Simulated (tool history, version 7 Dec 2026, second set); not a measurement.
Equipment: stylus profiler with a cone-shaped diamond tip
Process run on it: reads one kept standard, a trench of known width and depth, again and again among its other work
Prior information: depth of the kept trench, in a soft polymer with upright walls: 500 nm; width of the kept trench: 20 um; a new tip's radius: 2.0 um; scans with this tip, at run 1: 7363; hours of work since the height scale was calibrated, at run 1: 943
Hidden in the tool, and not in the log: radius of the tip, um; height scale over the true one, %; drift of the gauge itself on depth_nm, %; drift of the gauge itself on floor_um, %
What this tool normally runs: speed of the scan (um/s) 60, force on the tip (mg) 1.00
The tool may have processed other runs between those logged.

| run | hour | speed of the scan (um/s) | force on the tip (mg) | scans with this tip | hours of work since the height scale was calibrated | depth of the trench (Å) | width of the trench's floor (um) |
|---|---|---|---|---|---|---|---|
| 1 | 0.0 | 60 | 1.00 | 7363 | 943 | 5033.6 | 16.89 |
| 2 | 87.6 | 60 | 1.00 | 7724 | 989 | 5028.7 | 16.89 |
| 3 | 140.6 | 60 | 1.00 | 7941 | 1017 | 5030.7 | 16.92 |
| 4 | 246.5 | 60 | 1.00 | 8377 | 1072 | 5034.1 | 16.88 |
| 5 | 296.2 | 60 | 1.00 | 8582 | 1098 | 5031.7 | 16.90 |
| 6 | 363.7 | 60 | 1.00 | 8859 | 1134 | 5030.4 | 16.87 |
| 7 | 467.9 | 60 | 1.00 | 9288 | 1189 | 5031.3 | 16.88 |
| 8 | 544.4 | 60 | 1.00 | 9602 | 1229 | 5032.5 | 16.89 |
|  | 573.7 | new tip fitted, height scale calibrated |
| 9 | 639.2 | 60 | 1.00 | 269 | 34 | 5030.0 | 16.92 |
| 10 | 742.0 | 60 | 1.00 | 692 | 89 | 5029.5 | 16.93 |
| 11 | 835.9 | 60 | 1.00 | 1078 | 138 | 5031.5 | 16.93 |
| 12 | 891.8 | 60 | 1.00 | 1308 | 167 | 5032.4 | 16.88 |
| 13 | 970.4 | 60 | 1.00 | 1631 | 209 | 5029.7 | 16.92 |
| 14 | 1049.9 | 60 | 1.00 | 1959 | 251 | 5031.2 | 16.89 |
| 15 | 1147.9 | 22 | 1.34 | 2361 | 302 | 5037.4 | 17.20 |
| 16 | 1235.3 | 22 | 1.34 | 2721 | 348 | 5039.7 | 17.20 |
| 17 | 1291.1 | 42 | 0.96 | 2950 | 378 | 5029.5 | 17.01 |
| 18 | 1381.8 | 106 | 1.18 | 3323 | 425 | 5035.6 | 16.64 |
| 19 | 1457.6 | 83 | 1.18 | 3635 | 465 | 5036.3 | 16.76 |
| 20 | 1529.5 | 83 | 1.18 | 3931 | 503 | 5033.9 | 16.75 |
| 21 | 1631.4 | 56 | 2.90 | 4350 | 557 | 5065.7 | 17.10 |
| 22 | 1742.5 | 35 | 0.40 | 4807 | 615 | 5019.3 | 16.93 |

A few steps of width of the trench's floor (um) between consecutive runs. Split each: what settings, incoming material and random variation would produce without the hidden state, and what is left over for the hidden state, along with gauge scatter present in only one of the two compared results (measured, and without hidden state):
Run 5 -> 6: nothing adjusted, nothing logged. width of the trench's floor (um) -0.03: hidden state -0.01, all else -0.02.
Run 8 -> 9: new tip fitted, height scale calibrated. width of the trench's floor (um) +0.03: hidden state +0.02, all else +0.01.
Run 17 -> 18: speed of the scan (um/s) 42 -> 106, force on the tip (mg) 0.96 -> 1.18. width of the trench's floor (um) -0.37: hidden state -0.01, all else -0.36.
Run 20 -> 21: speed of the scan (um/s) 83 -> 56, force on the tip (mg) 1.18 -> 2.90. width of the trench's floor (um) +0.35: hidden state +0.00, all else +0.35.
